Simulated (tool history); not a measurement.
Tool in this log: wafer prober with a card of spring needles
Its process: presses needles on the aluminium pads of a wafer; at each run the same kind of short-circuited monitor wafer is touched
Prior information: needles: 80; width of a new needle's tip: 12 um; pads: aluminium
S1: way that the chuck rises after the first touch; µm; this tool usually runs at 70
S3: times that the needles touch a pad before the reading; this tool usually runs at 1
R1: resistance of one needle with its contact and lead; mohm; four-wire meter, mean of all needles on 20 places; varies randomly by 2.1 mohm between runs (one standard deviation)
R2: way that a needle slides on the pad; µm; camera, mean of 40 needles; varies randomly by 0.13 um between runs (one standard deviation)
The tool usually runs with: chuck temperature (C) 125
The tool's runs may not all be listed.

Run 1, hour 0.0: usual settings. Result: R1 249 mohm, R2 11.07 µm.
Run 2, hour 10.8: usual settings. Result: R1 236 mohm, R2 10.94 µm.
Run 3, hour 21.9: usual settings but chuck temperature (C) 110. Result: R1 240 mohm, R2 11.13 µm.
Run 4, hour 35.5: usual settings but chuck temperature (C) 110. Result: R1 239 mohm, R2 11.05 µm.
Run 5, hour 43.3: usual settings but S1 53 µm. Result: R1 241 mohm, R2 8.16 µm.
Run 6, hour 56.4: usual settings but S1 53 µm. Result: R1 259 mohm, R2 8.16 µm.
Run 7, hour 69.7: usual settings but S1 59 µm. Result: R1 247 mohm, R2 9.28 µm.
Run 8, hour 82.0: usual settings but S1 59 µm. Result: R1 237 mohm, R2 9.01 µm.
Run 9, hour 97.0: usual settings but S1 59 µm. Result: R1 234 mohm, R2 9.27 µm.
Run 10, hour 109.8: usual settings but chuck temperature (C) 87. Result: R1 241 mohm, R2 10.98 µm.
Run 11, hour 122.2: usual settings. Result: R1 241 mohm, R2 10.71 µm.
Run 12, hour 133.1: usual settings. Result: R1 256 mohm, R2 10.90 µm.
Run 13, hour 147.8: usual settings. Result: R1 236 mohm, R2 10.72 µm.
Run 14, hour 160.2: usual settings. Result: R1 249 mohm, R2 10.30 µm.
Run 15, hour 175.8: usual settings. Result: R1 254 mohm, R2 10.39 µm.
Run 16, hour 183.9: usual settings. Result: R1 242 mohm, R2 10.47 µm.
Run 17, hour 191.3: usual settings but S1 89 µm, chuck temperature (C) 115. Result: R1 233 mohm, R2 13.28 µm.
Run 18, hour 202.6: usual settings but S1 54 µm, chuck temperature (C) 68. Result: R1 245 mohm, R2 7.73 µm.
Run 19, hour 210.1: usual settings but chuck temperature (C) 30. Result: R1 239 mohm, R2 10.27 µm.
Run 20, hour 221.2: usual settings but S1 84 µm, chuck temperature (C) 84. Result: R1 223 mohm, R2 12.01 µm.
Run 21, hour 231.4: usual settings but S1 55 µm. Result: R1 248 mohm, R2 7.66 µm.
Run 22, hour 242.2: usual settings but S1 55 µm. Result: R1 262 mohm, R2 7.60 µm.
Run 23, hour 256.8: usual settings but S1 55 µm. Result: R1 256 mohm, R2 8.93 µm.
Run 24, hour 268.4: usual settings but S1 55 µm, chuck temperature (C) 65. Result: R1 250 mohm, R2 8.88 µm.
Run 25, hour 279.5: usual settings but S1 55 µm, chuck temperature (C) 65. Result: R1 224 mohm, R2 8.74 µm.
Run 26, hour 287.4: usual settings but S1 68 µm, chuck temperature (C) 45, S3 2. Result: R1 231 mohm, R2 10.88 µm.
Run 27, hour 303.6: usual settings but S1 68 µm, chuck temperature (C) 45, S3 2. Result: R1 220 mohm, R2 10.93 µm.
Run 28, hour 315.5: usual settings but S1 85 µm, chuck temperature (C) 100. Result: R1 237 mohm, R2 13.42 µm.
Run 29, hour 327.4: usual settings but S1 58 µm, chuck temperature (C) 63, S3 2. Result: R1 224 mohm, R2 9.34 µm.

Not shown: 71 entries that the log had between the listed runs. Between which runs, and how does the tool's hidden state differ before and after?
Run 1 -> run 2: tips cleaned on abrasive film (hour 1.0); tips cleaned on abrasive film (hour 5.5); tips cleaned on abrasive film (hour 10.3)
  debris on the tips, nm: 39.4 -> 9.7; way that the needles fall short of the set height, um: 1.19 -> 1.44; tips' diameter, um: 15.46 -> 15.55
  measured value less the no-hidden-state value, R1: +17 -> +4 mohm; R2: -0.19 -> -0.24 µm
Run 2 -> run 3: tips cleaned on abrasive film (hour 14.8); tips cleaned on abrasive film (hour 19.5)
  debris on the tips, nm: 9.7 -> 28.3; way that the needles fall short of the set height, um: 1.44 -> 1.59; tips' diameter, um: 15.55 -> 15.6
  measured value less the no-hidden-state value, R1: +4 -> +13 mohm; R2: -0.24 -> -0.26 µm
Run 3 -> run 4: tips cleaned on abrasive film (hour 23.9); tips cleaned on abrasive film (hour 28.8); tips cleaned on abrasive film (hour 33.7)
  debris on the tips, nm: 28.3 -> 23.2; way that the needles fall short of the set height, um: 1.59 -> 1.84; tips' diameter, um: 15.6 -> 15.69
  measured value less the no-hidden-state value, R1: +13 -> +11 mohm; R2: -0.26 -> -0.30 µm
Run 4 -> run 5: tips cleaned on abrasive film (hour 38.4); tips cleaned on abrasive film (hour 43.3)
  debris on the tips, nm: 23.2 -> 4.6; way that the needles fall short of the set height, um: 1.84 -> 2.04; tips' diameter, um: 15.69 -> 15.76
  measured value less the no-hidden-state value, R1: +11 -> +6 mohm; R2: -0.30 -> -0.33 µm
Run 5 -> run 6: tips cleaned on abrasive film (hour 48.5); tips cleaned on abrasive film (hour 53.6)
  debris on the tips, nm: 4.6 -> 31.7; way that the needles fall short of the set height, um: 2.04 -> 2.18; tips' diameter, um: 15.76 -> 15.81
  measured value less the no-hidden-state value, R1: +6 -> +26 mohm; R2: -0.33 -> -0.35 µm
Run 6 -> run 7: tips cleaned on abrasive film (hour 58.4); tips cleaned on abrasive film (hour 63.4); tips cleaned on abrasive film (hour 68.1)
  debris on the tips, nm: 31.7 -> 23.5; way that the needles fall short of the set height, um: 2.18 -> 2.42; tips' diameter, um: 15.81 -> 15.89
  measured value less the no-hidden-state value, R1: +26 -> +16 mohm; R2: -0.35 -> -0.39 µm
Run 7 -> run 8: tips cleaned on abrasive film (hour 72.6); tips cleaned on abrasive film (hour 77.3); tips cleaned on abrasive film (hour 82.0)
  debris on the tips, nm: 23.5 -> 4.4; way that the needles fall short of the set height, um: 2.42 -> 2.66; tips' diameter, um: 15.89 -> 15.98
  measured value less the no-hidden-state value, R1: +16 -> +5 mohm; R2: -0.39 -> -0.43 µm
Run 8 -> run 9: tips cleaned on abrasive film (hour 87.2); tips cleaned on abrasive film (hour 92.2); tips cleaned on abrasive film (hour 97.0)
  debris on the tips, nm: 4.4 -> 5.2; way that the needles fall short of the set height, um: 2.66 -> 2.92; tips' diameter, um: 15.98 -> 16.07
  measured value less the no-hidden-state value, R1: +5 -> +5 mohm; R2: -0.43 -> -0.48 µm
Run 9 -> run 10: tips cleaned on abrasive film (hour 101.9); tips cleaned on abrasive film (hour 106.4)
  debris on the tips, nm: 5.2 -> 39.3; way that the needles fall short of the set height, um: 2.92 -> 3.07; tips' diameter, um: 16.07 -> 16.12
  measured value less the no-hidden-state value, R1: +5 -> +20 mohm; R2: -0.48 -> -0.50 µm
Run 10 -> run 11: tips cleaned on abrasive film (hour 110.6); tips cleaned on abrasive film (hour 115.1); tips cleaned on abrasive film (hour 120.3)
  debris on the tips, nm: 39.3 -> 24.7; way that the needles fall short of the set height, um: 3.07 -> 3.37; tips' diameter, um: 16.12 -> 16.23
  measured value less the no-hidden-state value, R1: +20 -> +13 mohm; R2: -0.50 -> -0.55 µm
Run 11 -> run 12: tips cleaned on abrasive film (hour 124.8); tips cleaned on abrasive film (hour 129.2)
  debris on the tips, nm: 24.7 -> 41.8; way that the needles fall short of the set height, um: 3.37 -> 3.54; tips' diameter, um: 16.23 -> 16.28
  measured value less the no-hidden-state value, R1: +13 -> +21 mohm; R2: -0.55 -> -0.57 µm
Run 12 -> run 13: tips cleaned on abrasive film (hour 133.8); tips cleaned on abrasive film (hour 138.2); tips cleaned on abrasive film (hour 143.2); tips cleaned on abrasive film (hour 147.7)
  debris on the tips, nm: 41.8 -> 2.9; way that the needles fall short of the set height, um: 3.54 -> 3.84; tips' diameter, um: 16.28 -> 16.39
  measured value less the no-hidden-state value, R1: +21 -> +3 mohm; R2: -0.57 -> -0.62 µm
Run 13 -> run 14: height of the first contact set anew (hour 149.1); tips cleaned on abrasive film (hour 153.1); tips cleaned on abrasive film (hour 157.9)
  debris on the tips, nm: 2.9 -> 30.9; way that the needles fall short of the set height, um: 3.84 -> 6.25; tips' diameter, um: 16.39 -> 16.45
  measured value less the no-hidden-state value, R1: +3 -> +18 mohm; R2: -0.62 -> -1.01 µm
Run 14 -> run 15: tips cleaned on abrasive film (hour 162.3); tips cleaned on abrasive film (hour 167.3); tips cleaned on abrasive film (hour 172.0)
  debris on the tips, nm: 30.9 -> 42.1; way that the needles fall short of the set height, um: 6.25 -> 6.52; tips' diameter, um: 16.45 -> 16.55
  measured value less the no-hidden-state value, R1: +18 -> +24 mohm; R2: -1.01 -> -1.07 µm
Run 15 -> run 16: tips cleaned on abrasive film (hour 176.8); tips cleaned on abrasive film (hour 181.5)
  debris on the tips, nm: 42.1 -> 26.4; way that the needles fall short of the set height, um: 6.52 -> 6.69; tips' diameter, um: 16.55 -> 16.6
  measured value less the no-hidden-state value, R1: +24 -> +16 mohm; R2: -1.07 -> -1.09 µm
Run 16 -> run 17: tips cleaned on abrasive film (hour 186.1); tips cleaned on abrasive film (hour 190.6)
  debris on the tips, nm: 26.4 -> 9.5; way that the needles fall short of the set height, um: 6.69 -> 6.89; tips' diameter, um: 16.6 -> 16.68
  measured value less the no-hidden-state value, R1: +16 -> +3 mohm; R2: -1.09 -> -1.13 µm
Run 17 -> run 18: tips cleaned on abrasive film (hour 195.9); tips cleaned on abrasive film (hour 201.0)
  debris on the tips, nm: 9.5 -> 21.9; way that the needles fall short of the set height, um: 6.89 -> 7.06; tips' diameter, um: 16.68 -> 16.74
  measured value less the no-hidden-state value, R1: +3 -> +25 mohm; R2: -1.13 -> -1.14 µm
Run 18 -> run 19: tips cleaned on abrasive film (hour 206.1)
  debris on the tips, nm: 21.9 -> 43.6; way that the needles fall short of the set height, um: 7.06 -> 7.13; tips' diameter, um: 16.74 -> 16.76
  measured value less the no-hidden-state value, R1: +25 -> +30 mohm; R2: -1.14 -> -1.16 µm
Run 19 -> run 20: tips cleaned on abrasive film (hour 211.3); tips cleaned on abrasive film (hour 216.3); tips cleaned on abrasive film (hour 221.2)
  debris on the tips, nm: 43.6 -> 4.2; way that the needles fall short of the set height, um: 7.13 -> 7.41; tips' diameter, um: 16.76 -> 16.86
  measured value less the no-hidden-state value, R1: +30 -> +2 mohm; R2: -1.16 -> -1.19 µm
Run 20 -> run 21: tips cleaned on abrasive film (hour 225.9); tips cleaned on abrasive film (hour 230.3)
  debris on the tips, nm: 4.2 -> 16.1; way that the needles fall short of the set height, um: 7.41 -> 7.63; tips' diameter, um: 16.86 -> 16.93
  measured value less the no-hidden-state value, R1: +2 -> +19 mohm; R2: -1.19 -> -1.24 µm
Run 21 -> run 22: tips cleaned on abrasive film (hour 235.2); tips cleaned on abrasive film (hour 240.2)
  debris on the tips, nm: 16.1 -> 25.2; way that the needles fall short of the set height, um: 7.63 -> 7.81; tips' diameter, um: 16.93 -> 17
  measured value less the no-hidden-state value, R1: +19 -> +29 mohm; R2: -1.24 -> -1.27 µm
Run 22 -> run 23: tips cleaned on abrasive film (hour 245.4); height of the first contact set anew, once more (hour 246.7); tips cleaned on abrasive film (hour 250.4); tips cleaned on abrasive film (hour 254.8)
  debris on the tips, nm: 25.2 -> 27.1; way that the needles fall short of the set height, um: 7.81 -> 0.17; tips' diameter, um: 17 -> 17.08
  measured value less the no-hidden-state value, R1: +29 -> +22 mohm; R2: -1.27 -> -0.03 µm
Run 23 -> run 24: tips cleaned on abrasive film (hour 260.0); tips cleaned on abrasive film (hour 264.9)
  debris on the tips, nm: 27.1 -> 38.4; way that the needles fall short of the set height, um: 0.17 -> 0.34; tips' diameter, um: 17.08 -> 17.14
  measured value less the no-hidden-state value, R1: +22 -> +33 mohm; R2: -0.03 -> -0.05 µm
Run 24 -> run 25: tips cleaned on abrasive film (hour 269.5); tips cleaned on abrasive film (hour 274.5); tips cleaned on abrasive film (hour 279.4)
  debris on the tips, nm: 38.4 -> 4.3; way that the needles fall short of the set height, um: 0.34 -> 0.6; tips' diameter, um: 17.14 -> 17.23
  measured value less the no-hidden-state value, R1: +33 -> +6 mohm; R2: -0.05 -> -0.10 µm
Run 25 -> run 26: tips cleaned on abrasive film (hour 283.7)
  debris on the tips, nm: 4.3 -> 41.1; way that the needles fall short of the set height, um: 0.6 -> 0.71; tips' diameter, um: 17.23 -> 17.27
  measured value less the no-hidden-state value, R1: +6 -> +16 mohm; R2: -0.10 -> -0.11 µm
Run 26 -> run 27: tips cleaned on abrasive film (hour 288.4); tips cleaned on abrasive film (hour 293.4); tips cleaned on abrasive film (hour 298.1); tips cleaned on abrasive film (hour 302.9)
  debris on the tips, nm: 41.1 -> 13.7; way that the needles fall short of the set height, um: 0.71 -> 1.05; tips' diameter, um: 17.27 -> 17.39
  measured value less the no-hidden-state value, R1: +16 -> +7 mohm; R2: -0.11 -> -0.16 µm
Run 27 -> run 28: tips cleaned on abrasive film (hour 307.5); tips cleaned on abrasive film (hour 312.3)
  debris on the tips, nm: 13.7 -> 37; way that the needles fall short of the set height, um: 1.05 -> 1.23; tips' diameter, um: 17.39 -> 17.45
  measured value less the no-hidden-state value, R1: +7 -> +14 mohm; R2: -0.16 -> -0.20 µm
Run 28 -> run 29: tips cleaned on abrasive film (hour 316.6); tips cleaned on abrasive film (hour 321.4); tips cleaned on abrasive film (hour 326.2)
  debris on the tips, nm: 37 -> 16.3; way that the needles fall short of the set height, um: 1.23 -> 1.45; tips' diameter, um: 17.45 -> 17.53
  measured value less the no-hidden-state value, R1: +14 -> +10 mohm; R2: -0.20 -> -0.24 µm
